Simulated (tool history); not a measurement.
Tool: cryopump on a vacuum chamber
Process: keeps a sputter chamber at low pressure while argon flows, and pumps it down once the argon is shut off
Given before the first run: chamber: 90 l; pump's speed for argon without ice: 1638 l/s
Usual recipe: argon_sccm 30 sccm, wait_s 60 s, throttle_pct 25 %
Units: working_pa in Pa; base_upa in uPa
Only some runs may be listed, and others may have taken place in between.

run,hour,argon_sccm,wait_s,throttle_pct,working_pa,base_upa
1,0.0,30,60,25,0.1246,1.65
2,39.7,50,60,25,0.2096,1.71
3,71.8,30,60,18,0.1737,1.73
4,118.1,30,60,18,0.1751,1.82
5,170.3,30,60,18,0.1752,1.82
6,205.0,39,60,25,0.1648,1.82
7,229.5,30,60,25,0.1261,1.82
8,278.7,30,60,25,0.1261,1.84
9,303.3,13,60,19,0.0712,1.88
10,331.4,18,32,26,0.0733,3.10
11,369.6,18,32,28,0.0685,3.16
12,416.2,18,32,28,0.0695,3.16
13,441.7,15,60,53,0.0313,1.93

What if the next run were any one of these 5? Each begins from the tool's condition after run 13:
A,470.3,25,60,28,?,?
B,470.3,15,88,57,?,?
C,470.3,22,60,53,?,?
D,470.3,14,119,25,?,?
E,470.3,30,57,25,?,?

run,working_pa,base_upa
A,0.0956,2.01
B,0.0294,1.54
C,0.0457,1.99
D,0.0595,1.24
E,0.1288,2.09
The same runs, with their run-to-run variation unchanged, on a tool lacking any hidden condition would have given:
run,working_pa,base_upa
A,0.0918,1.65
B,0.0271,1.18
C,0.0424,1.64
D,0.0574,0.89
E,0.1242,1.72
